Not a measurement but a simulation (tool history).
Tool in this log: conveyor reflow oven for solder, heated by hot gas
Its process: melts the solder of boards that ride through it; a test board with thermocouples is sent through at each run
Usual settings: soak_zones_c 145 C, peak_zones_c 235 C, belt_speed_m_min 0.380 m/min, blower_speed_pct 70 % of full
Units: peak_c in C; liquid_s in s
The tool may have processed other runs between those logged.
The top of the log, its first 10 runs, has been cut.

run   hour  soak_zones_c  peak_zones_c  belt_speed_m_min  blower_speed_pct  hours of work since the flux was cleaned out  hours of work since the belt drive was overhauled  hours of work since the thermocouples were changed  peak_c  liquid_s
 11  153.9           145           235             0.380                70                                            89                                                710                                                 289   225.3      95.6
 12  172.5           145           235             0.380                70                                           103                                                724                                                 303   225.1      95.7
 13  184.9           145           231             0.380                70                                           112                                                734                                                 313   221.0      92.4
 14  206.7           145           231             0.380                70                                           128                                                750                                                 329   221.2      92.3
 15  226.3           145           231             0.380                70                                           143                                                765                                                 344   221.4      92.5
 16  237.9           145           231             0.380                70                                           152                                                774                                                 353   220.8      92.6
 17  252.0           131           235             0.380                54                                           163                                                784                                                 363   220.3      84.1
 18  263.1           131           235             0.380                54                                           171                                                793                                                 372   220.1      83.8
 19  278.6           131           235             0.380                54                                           183                                                804                                                 383   220.8      84.1
 20  292.7           152           243             0.405                54                                           193                                                815                                                 394   228.9      95.8

Estimate the outcome of run 21 from the log above:
 21  308.0           135           228             0.312                54                                           205                                                827                                                 405       ?         ?

peak_c: 219.1 C
liquid_s: 106.3 s
On a tool with no hidden condition, and with the same random variation, this run would have come out at peak_c 219.1 C, liquid_s 106.3 s.
